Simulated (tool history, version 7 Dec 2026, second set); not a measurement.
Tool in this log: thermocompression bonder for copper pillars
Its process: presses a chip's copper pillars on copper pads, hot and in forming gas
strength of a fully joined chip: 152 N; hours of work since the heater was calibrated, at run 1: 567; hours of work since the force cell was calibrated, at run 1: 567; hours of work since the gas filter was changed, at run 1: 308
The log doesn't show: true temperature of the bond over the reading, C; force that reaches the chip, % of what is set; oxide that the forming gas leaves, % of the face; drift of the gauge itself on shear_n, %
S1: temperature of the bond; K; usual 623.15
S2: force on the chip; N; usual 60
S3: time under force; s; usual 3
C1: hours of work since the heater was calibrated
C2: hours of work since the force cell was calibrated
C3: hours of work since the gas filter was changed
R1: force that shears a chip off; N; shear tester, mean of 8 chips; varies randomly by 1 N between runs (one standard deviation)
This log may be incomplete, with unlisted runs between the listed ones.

{"run": 1, "hour": 0.0, "S1": 623.15, "S2": 60, "S3": 3, "C1": 567, "C2": 567, "C3": 308, "R1": 91.2}
{"run": 2, "hour": 34.7, "S1": 623.15, "S2": 60, "S3": 3, "C1": 585, "C2": 585, "C3": 326, "R1": 89.3}
{"run": 3, "hour": 96.1, "S1": 623.15, "S2": 60, "S3": 3, "C1": 617, "C2": 617, "C3": 358, "R1": 90.5}
{"run": 4, "hour": 176.0, "S1": 623.15, "S2": 60, "S3": 7, "C1": 659, "C2": 659, "C3": 400, "R1": 112.7}
{"hour": 211.2, "done": "forming gas filter changed"}
{"run": 5, "hour": 244.6, "S1": 623.15, "S2": 60, "S3": 6, "C1": 694, "C2": 694, "C3": 17, "R1": 108.9}
{"run": 6, "hour": 286.5, "S1": 623.15, "S2": 60, "S3": 6, "C1": 716, "C2": 716, "C3": 39, "R1": 108.2}
{"run": 7, "hour": 341.0, "S1": 623.15, "S2": 60, "S3": 3, "C1": 745, "C2": 745, "C3": 68, "R1": 89.9}
{"run": 8, "hour": 396.4, "S1": 623.15, "S2": 60, "S3": 3, "C1": 774, "C2": 774, "C3": 97, "R1": 90.8}
{"run": 9, "hour": 477.0, "S1": 594.15, "S2": 60, "S3": 3, "C1": 816, "C2": 816, "C3": 139, "R1": 64.8}
{"run": 10, "hour": 540.3, "S1": 623.15, "S2": 60, "S3": 2, "C1": 849, "C2": 849, "C3": 172, "R1": 80.3}
{"run": 11, "hour": 619.3, "S1": 623.15, "S2": 60, "S3": 2, "C1": 890, "C2": 890, "C3": 213, "R1": 80.5}
{"run": 12, "hour": 690.2, "S1": 623.15, "S2": 60, "S3": 5, "C1": 928, "C2": 928, "C3": 251, "R1": 102.6}
{"run": 13, "hour": 751.2, "S1": 623.15, "S2": 60, "S3": 5, "C1": 959, "C2": 959, "C3": 282, "R1": 102.8}
{"run": 14, "hour": 820.9, "S1": 604.15, "S2": 57, "S3": 5, "C1": 996, "C2": 996, "C3": 319, "R1": 85}
{"run": 15, "hour": 857.8, "S1": 604.15, "S2": 64, "S3": 5, "C1": 1015, "C2": 1015, "C3": 338, "R1": 90.4}
{"hour": 894.3, "done": "heater calibrated with a thermocouple chip"}
{"run": 16, "hour": 898.8, "S1": 612.15, "S2": 60, "S3": 3, "C1": 2, "C2": 1036, "C3": 359, "R1": 80.9}
{"hour": 946.5, "done": "force cell calibrated"}
{"run": 17, "hour": 970.6, "S1": 626.15, "S2": 52, "S3": 6, "C1": 39, "C2": 13, "C3": 395, "R1": 109}
{"hour": 1014.2, "done": "forming gas filter changed"}
{"run": 18, "hour": 1045.4, "S1": 623.15, "S2": 39, "S3": 3, "C1": 78, "C2": 51, "C3": 16, "R1": 75.9}
{"run": 19, "hour": 1117.1, "S1": 625.15, "S2": 38, "S3": 6, "C1": 115, "C2": 89, "C3": 54, "R1": 94.6}
{"run": 20, "hour": 1181.5, "S1": 611.15, "S2": 61, "S3": 6, "C1": 149, "C2": 123, "C3": 87, "R1": 99.2}

Run 21 has not been measured yet. What should we expect?
{"run": 21, "hour": 1230.7, "S1": 611.15, "S2": 61, "S3": 6, "C1": 175, "C2": 148, "C3": 113, "R1": "?"}

R1: 98.4 N
Take away the tool's hidden state, keep the run-to-run variation as it was, and the same run would have given R1 98.5 N.
